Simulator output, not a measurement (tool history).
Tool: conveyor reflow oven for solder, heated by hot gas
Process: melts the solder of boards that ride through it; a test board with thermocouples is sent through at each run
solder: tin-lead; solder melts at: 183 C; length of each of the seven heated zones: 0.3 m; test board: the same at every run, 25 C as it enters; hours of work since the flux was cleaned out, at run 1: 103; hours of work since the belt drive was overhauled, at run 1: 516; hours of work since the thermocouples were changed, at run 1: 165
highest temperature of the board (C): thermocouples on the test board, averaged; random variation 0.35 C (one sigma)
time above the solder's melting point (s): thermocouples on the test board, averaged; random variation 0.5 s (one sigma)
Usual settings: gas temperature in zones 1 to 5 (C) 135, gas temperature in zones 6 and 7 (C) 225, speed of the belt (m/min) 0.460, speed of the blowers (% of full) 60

run   hour  gas temperature in zones 1 to 5 (C)  gas temperature in zones 6 and 7 (C)  speed of the belt (m/min)  speed of the blowers (% of full)  hours of work since the flux was cleaned out  hours of work since the belt drive was overhauled  hours of work since the thermocouples were changed  highest temperature of the board (C)  time above the solder's melting point (s)
  1    0.0                                  135                                   225                      0.460                                60                                           103                                                516                                                 165                                 204.1                                       44.4
  2   12.7                                  135                                   225                      0.460                                60                                           109                                                522                                                 171                                 203.8                                       44.4
  3   26.2                                  135                                   225                      0.460                                60                                           115                                                528                                                 177                                 204.4                                       44.4
  4   33.3                                  135                                   225                      0.460                                60                                           118                                                531                                                 180                                 204.3                                       43.6
  5   43.8                                  145                                   225                      0.460                                60                                           123                                                536                                                 185                                 206.4                                       50.5
  6   59.5                                  135                                   234                      0.460                                60                                           130                                                543                                                 192                                 211.8                                       51.4
  7   75.8                                  135                                   234                      0.460                                60                                           138                                                550                                                 199                                 211.3                                       51.7
  8   87.3                                  135                                   234                      0.460                                60                                           143                                                555                                                 205                                 211.8                                       51.1
  9  104.9                                  135                                   234                      0.460                                60                                           151                                                563                                                 213                                 210.9                                       51.9
 10  116.0                                  135                                   225                      0.440                                60                                           156                                                568                                                 218                                 205.1                                       48.1
 11  128.0                                  135                                   232                      0.460                                60                                           161                                                574                                                 223                                 209.9                                       49.9
 12  142.9                                  123                                   225                      0.514                                60                                           168                                                580                                                 230                                 196.4                                       25.6
 13  151.3                                  123                                   237                      0.514                                86                                           172                                                584                                                 234                                 213.9                                       46.4
 14  165.9                                  123                                   237                      0.514                                86                                           178                                                591                                                 240                                 214.7                                       46.0
 15  179.9                                  123                                   237                      0.514                                86                                           185                                                597                                                 246                                 214.8                                       45.5
 16  196.6                                  135                                   225                      0.430                                60                                           192                                                605                                                 254                                 205.7                                       50.2
 17  213.4                                  135                                   225                      0.430                                60                                           200                                                612                                                 262                                 206.3                                       49.5
 18  229.4                                  122                                   221                      0.494                                80                                           207                                                620                                                 269                                 200.6                                       33.7

Run 19 comes next. What will it give?
 19  237.3                                  133                                   225                      0.438                                72                                           210                                                623                                                 272                                     ?                                          ?

{"run 19": {"highest temperature of the board (C)": 207.8, "time above the solder's melting point (s)": 51.0}}
Without the tool's hidden state the same run would have given highest temperature of the board (C) 209.7, time above the solder's melting point (s) 52.8.
